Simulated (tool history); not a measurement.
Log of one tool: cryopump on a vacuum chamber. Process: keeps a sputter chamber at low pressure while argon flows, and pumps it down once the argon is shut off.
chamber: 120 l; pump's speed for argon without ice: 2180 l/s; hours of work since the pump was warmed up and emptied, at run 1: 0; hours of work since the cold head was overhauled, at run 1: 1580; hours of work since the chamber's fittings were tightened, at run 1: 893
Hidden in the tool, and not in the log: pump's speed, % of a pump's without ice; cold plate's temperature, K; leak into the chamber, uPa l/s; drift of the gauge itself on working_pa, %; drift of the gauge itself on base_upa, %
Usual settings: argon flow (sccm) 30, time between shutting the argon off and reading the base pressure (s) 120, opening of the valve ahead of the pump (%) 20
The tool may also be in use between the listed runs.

run   hour  argon flow (sccm)  time between shutting the argon off and reading the base pressure (s)  opening of the valve ahead of the pump (%)  hours of work since the pump was warmed up and emptied  hours of work since the cold head was overhauled  hours of work since the chamber's fittings were tightened  pressure while argon flows (Pa)  pressure after the wait (uPa)
  1      0                 30                                                                    120                                          20                                                       0                                              1580                                                        893                           0.1165                           0.85
  2   42.4                 30                                                                    120                                          38                                                      33                                              1612                                                        926                           0.0626                           0.92
  3   80.6                 30                                                                    120                                          38                                                      62                                              1642                                                        955                           0.0627                           0.97
  4  133.7                 30                                                                    120                                          38                                                     104                                              1683                                                        997                           0.0629                           1.01
  5  164.4                 30                                                                     23                                          38                                                     127                                              1707                                                       1020                           0.0634                           2.65
  6  212.8                 22                                                                     23                                          28                                                     165                                              1744                                                       1058                           0.0632                           2.59
  7  258.2                 36                                                                     40                                          35                                                     200                                              1780                                                       1093                           0.0841                           1.87
  8  288.9                 36                                                                     40                                          28                                                     224                                              1803                                                       1117                           0.1037                            1.8
  9    335                 29                                                                    120                                          28                                                     259                                              1839                                                       1153                           0.0835                           1.09
 10  384.4                 29                                                                    120                                          28                                                     298                                              1877                                                       1191                           0.0846                           1.08

Measured less the same run without the tool's hidden state. The same run-to-run variation is in both; the gauge's scatter may not be:
run  pressure while argon flows (Pa)  pressure after the wait (uPa)
  1                          +0.0007                          +0.38
  2                           +0.001                          +0.41
  3                          +0.0014                          +0.43
  4                          +0.0019                          +0.47
  5                          +0.0022                          +0.48
  6                           +0.002                           +0.5
  7                          +0.0039                          +0.55
  8                          +0.0042                          +0.54
  9                          +0.0038                          +0.58
 10                          +0.0044                           +0.6
